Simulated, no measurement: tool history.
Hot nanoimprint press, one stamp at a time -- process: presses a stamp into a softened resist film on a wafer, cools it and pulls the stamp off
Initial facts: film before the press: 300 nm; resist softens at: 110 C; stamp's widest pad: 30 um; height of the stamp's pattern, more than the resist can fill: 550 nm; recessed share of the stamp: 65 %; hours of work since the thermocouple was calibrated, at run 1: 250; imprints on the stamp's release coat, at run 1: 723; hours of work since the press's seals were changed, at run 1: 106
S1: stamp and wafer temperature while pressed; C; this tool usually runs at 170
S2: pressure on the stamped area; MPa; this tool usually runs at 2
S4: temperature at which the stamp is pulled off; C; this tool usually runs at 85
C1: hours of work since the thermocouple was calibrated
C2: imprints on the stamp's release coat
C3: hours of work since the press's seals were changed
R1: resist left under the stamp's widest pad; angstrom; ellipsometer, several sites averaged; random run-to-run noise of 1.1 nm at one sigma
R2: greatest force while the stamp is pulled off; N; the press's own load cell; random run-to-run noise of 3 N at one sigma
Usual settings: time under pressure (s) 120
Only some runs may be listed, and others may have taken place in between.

run 1 day=0 | S1=170 S2=2 time_under_pressure_(s)=120 S4=85 | C1=250 C2=723 C3=106 | R1=1487 R2=147
run 2 day=2.467 | S1=170 S2=2 time_under_pressure_(s)=120 S4=83 | C1=284 C2=887 C3=140 | R1=1461 R2=159
run 3 day=5.171 | S1=170 S2=2 time_under_pressure_(s)=120 S4=83 | C1=321 C2=1068 C3=177 | R1=1482 R2=156
run 4 day=6.546 | S1=170 S2=2 time_under_pressure_(s)=120 S4=85 | C1=339 C2=1160 C3=195 | R1=1470 R2=156
-- day=8.717 plate thermocouple calibrated
run 5 day=8.838 | S1=170 S2=2 time_under_pressure_(s)=120 S4=85 | C1=2 C2=1305 C3=225 | R1=1417 R2=159
-- day=11.688 stamp cleaned and given a new release coat
run 6 day=11.729 | S1=170 S2=2 time_under_pressure_(s)=120 S4=85 | C1=38 C2=3 C3=261 | R1=1418 R2=143
-- day=13.196 plate thermocouple calibrated, once more
run 7 day=13.196 | S1=170 S2=2 time_under_pressure_(s)=120 S4=85 | C1=0 C2=93 C3=279 | R1=1544 R2=139
run 8 day=14.588 | S1=170 S2=2 time_under_pressure_(s)=120 S4=85 | C1=19 C2=186 C3=298 | R1=1544 R2=142
run 9 day=16.446 | S1=170 S2=2 time_under_pressure_(s)=120 S4=90 | C1=44 C2=310 C3=324 | R1=1540 R2=139
run 10 day=18.633 | S1=170 S2=2 time_under_pressure_(s)=120 S4=90 | C1=74 C2=456 C3=354 | R1=1513 R2=143
run 11 day=21.525 | S1=170 S2=2 time_under_pressure_(s)=120 S4=90 | C1=114 C2=649 C3=393 | R1=1524 R2=140
run 12 day=23.562 | S1=170 S2=2 time_under_pressure_(s)=120 S4=90 | C1=142 C2=785 C3=421 | R1=1528 R2=137
run 13 day=26.15 | S1=169 S2=2 time_under_pressure_(s)=75 S4=85 | C1=177 C2=958 C3=456 | R1=1841 R2=158
run 14 day=29.158 | S1=169 S2=2.46 time_under_pressure_(s)=75 S4=85 | C1=218 C2=1159 C3=497 | R1=1699 R2=162
run 15 day=31.217 | S1=163 S2=3.14 time_under_pressure_(s)=228 S4=85 | C1=246 C2=1297 C3=526 | R1=1483 R2=155
-- day=33.471 press's hydraulic seals changed and the load cell set to zero
-- day=34.575 stamp cleaned and given a new release coat
run 16 day=34.583 | S1=170 S2=2.51 time_under_pressure_(s)=89 S4=83 | C1=284 C2=0 C3=12 | R1=1458 R2=146
run 17 day=35.988 | S1=170 S2=2.51 time_under_pressure_(s)=89 S4=83 | C1=303 C2=94 C3=31 | R1=1463 R2=149
run 18 day=38.992 | S1=162 S2=1.58 time_under_pressure_(s)=120 S4=88 | C1=344 C2=295 C3=72 | R1=2322 R2=139
-- day=40.775 plate thermocouple calibrated
run 19 day=41.121 | S1=162 S2=2.28 time_under_pressure_(s)=120 S4=85 | C1=5 C2=429 C3=99 | R1=2172 R2=149
run 20 day=42.517 | S1=165 S2=1.82 time_under_pressure_(s)=151 S4=79 | C1=24 C2=522 C3=118 | R1=1954 R2=164
run 21 day=44.179 | S1=165 S2=1.82 time_under_pressure_(s)=151 S4=79 | C1=46 C2=633 C3=141 | R1=1941 R2=165

Each row is a separate what-if for the run after 21, all from the same tool condition, not one after another. Results?
run A day=45.5 | S1=170 S2=1.75 time_under_pressure_(s)=189 S4=83 | C1=65 C2=722 C3=159 | R1=? R2=?
run B day=45.5 | S1=170 S2=2.24 time_under_pressure_(s)=120 S4=83 | C1=65 C2=722 C3=159 | R1=? R2=?
run C day=45.5 | S1=170 S2=1.96 time_under_pressure_(s)=97 S4=85 | C1=65 C2=722 C3=159 | R1=? R2=?

run=A R1=1387 R2=155
run=B R1=1462 R2=160
run=C R1=1662 R2=154
Stripped of hidden state, with their random variation kept, the same runs would have yielded:
run=A R1=1402 R2=145
run=B R1=1477 R2=149
run=C R1=1679 R2=143
